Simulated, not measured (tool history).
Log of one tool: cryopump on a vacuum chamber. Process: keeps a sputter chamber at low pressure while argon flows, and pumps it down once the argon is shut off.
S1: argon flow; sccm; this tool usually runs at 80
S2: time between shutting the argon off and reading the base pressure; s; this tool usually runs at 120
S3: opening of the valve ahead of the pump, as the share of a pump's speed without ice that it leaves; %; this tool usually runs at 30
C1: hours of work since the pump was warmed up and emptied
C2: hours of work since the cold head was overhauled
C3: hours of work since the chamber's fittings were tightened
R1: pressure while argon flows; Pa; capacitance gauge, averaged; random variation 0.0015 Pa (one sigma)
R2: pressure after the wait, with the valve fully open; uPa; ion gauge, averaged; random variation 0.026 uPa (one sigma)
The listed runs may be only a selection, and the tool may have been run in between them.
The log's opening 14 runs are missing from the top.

run,hour,S1,S2,S3,C1,C2,C3,R1,R2
15,197.4,80,120,30,323,323,579,0.3569,1.76
16,211,80,120,30,335,335,590,0.3557,1.73
17,225.5,80,120,30,347,347,602,0.3567,1.72
18,245,80,120,30,363,363,618,0.3567,1.79
19,254,124,26,30,370,370,625,0.5563,5.19
20,267.2,62,120,18,381,381,636,0.4565,1.74
21,279.9,62,60,24,391,391,647,0.3438,2.73
22,292.7,62,60,24,402,402,657,0.3469,2.67
23,309.6,62,60,24,416,416,671,0.3473,2.73
24,323.9,77,225,30,427,427,683,0.346,1.38
25,342.1,80,180,30,442,442,698,0.3593,1.53
26,350.1,80,35,25,449,449,704,0.4316,4.19
27,369.2,69,35,25,464,464,720,0.369,4
28,386.1,102,140,30,478,478,734,0.4622,1.78
29,403.1,74,140,48,492,492,748,0.213,1.75
30,419.7,64,267,35,506,506,761,0.2488,1.36
31,430.5,80,81,33,515,515,770,0.3279,2.44
32,438.5,74,114,56,521,521,777,0.1861,2.04
33,457.5,74,114,56,537,537,792,0.1872,2.02
34,471.2,48,43,37,548,548,804,0.1786,3.63
35,482.1,48,43,37,557,557,813,0.1803,3.62

Forecast each of these 3 alternatives for the next run:
A,498.3,57,198,20,570,570,826,?,?
B,498.3,115,47,36,570,570,826,?,?
C,498.3,50,263,55,570,570,826,?,?

run,R1,R2
A,0.3819,1.6
B,0.4403,3.48
C,0.1289,1.5
With the hidden condition removed and each run's random variation left untouched, the same runs would have given:
run,R1,R2
A,0.3701,0.79
B,0.4165,2.64
C,0.1185,0.66

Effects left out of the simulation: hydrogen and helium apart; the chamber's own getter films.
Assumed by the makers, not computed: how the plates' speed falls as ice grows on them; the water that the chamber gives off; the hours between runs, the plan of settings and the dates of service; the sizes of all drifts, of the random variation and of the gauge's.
